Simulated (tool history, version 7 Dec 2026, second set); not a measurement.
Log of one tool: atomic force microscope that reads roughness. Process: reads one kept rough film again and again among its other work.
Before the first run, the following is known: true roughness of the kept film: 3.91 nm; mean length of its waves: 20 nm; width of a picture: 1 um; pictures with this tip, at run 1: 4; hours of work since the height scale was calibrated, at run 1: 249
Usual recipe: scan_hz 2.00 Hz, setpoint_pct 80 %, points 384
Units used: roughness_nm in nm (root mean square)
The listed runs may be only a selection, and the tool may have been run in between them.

| run | hour | scan_hz | setpoint_pct | points | pictures with this tip | hours of work since the height scale was calibrated | roughness_nm |
|---|---|---|---|---|---|---|---|
| 1 | 0.0 | 2.00 | 80 | 384 | 4 | 249 | 2.654 |
| 2 | 7.4 | 2.00 | 80 | 384 | 13 | 253 | 2.574 |
| 3 | 12.7 | 2.00 | 80 | 384 | 20 | 255 | 2.489 |
| 4 | 22.3 | 2.00 | 80 | 295 | 31 | 260 | 2.351 |
| 5 | 27.8 | 2.00 | 80 | 295 | 38 | 263 | 2.318 |
| 6 | 38.0 | 2.00 | 80 | 295 | 50 | 268 | 2.223 |
| 7 | 50.5 | 1.04 | 80 | 295 | 65 | 274 | 2.286 |
| 8 | 58.4 | 1.04 | 80 | 295 | 75 | 278 | 2.230 |
| 9 | 65.5 | 1.04 | 80 | 295 | 83 | 281 | 2.179 |
| 10 | 71.8 | 1.04 | 78 | 295 | 91 | 284 | 2.144 |
|  | 75.2 | new tip fitted |
| 11 | 84.9 | 0.92 | 80 | 384 | 12 | 290 | 2.804 |
| 12 | 90.3 | 2.00 | 67 | 384 | 18 | 293 | 2.729 |
| 13 | 101.5 | 2.00 | 67 | 384 | 32 | 298 | 2.586 |
| 14 | 110.3 | 3.69 | 80 | 362 | 43 | 303 | 2.011 |
| 15 | 121.5 | 2.00 | 89 | 758 | 56 | 308 | 2.035 |
| 16 | 128.8 | 2.00 | 89 | 758 | 65 | 312 | 1.985 |
| 17 | 137.3 | 2.00 | 57 | 384 | 75 | 316 | 2.365 |
| 18 | 149.9 | 2.00 | 57 | 384 | 90 | 322 | 2.258 |
|  | 153.1 | new tip fitted |
| 19 | 159.4 | 2.00 | 58 | 800 | 7 | 327 | 2.956 |
| 20 | 167.3 | 0.86 | 85 | 930 | 17 | 330 | 2.691 |
| 21 | 173.2 | 1.93 | 68 | 384 | 24 | 333 | 2.603 |

Each row is a separate what-if for the run after 21, all from the same tool condition, not one after another. Results?
| A | 179.2 | 3.19 | 67 | 351 | 31 | 336 | ? |
| B | 179.2 | 0.69 | 84 | 384 | 31 | 336 | ? |
| C | 179.2 | 1.93 | 68 | 934 | 31 | 336 | ? |

| run | roughness_nm |
|---|---|
| A | 2.424 |
| B | 2.593 |
| C | 2.586 |
What these runs would have given with no unlogged condition in the tool:
| run | roughness_nm |
|---|---|
| A | 2.792 |
| B | 2.988 |
| C | 2.980 |

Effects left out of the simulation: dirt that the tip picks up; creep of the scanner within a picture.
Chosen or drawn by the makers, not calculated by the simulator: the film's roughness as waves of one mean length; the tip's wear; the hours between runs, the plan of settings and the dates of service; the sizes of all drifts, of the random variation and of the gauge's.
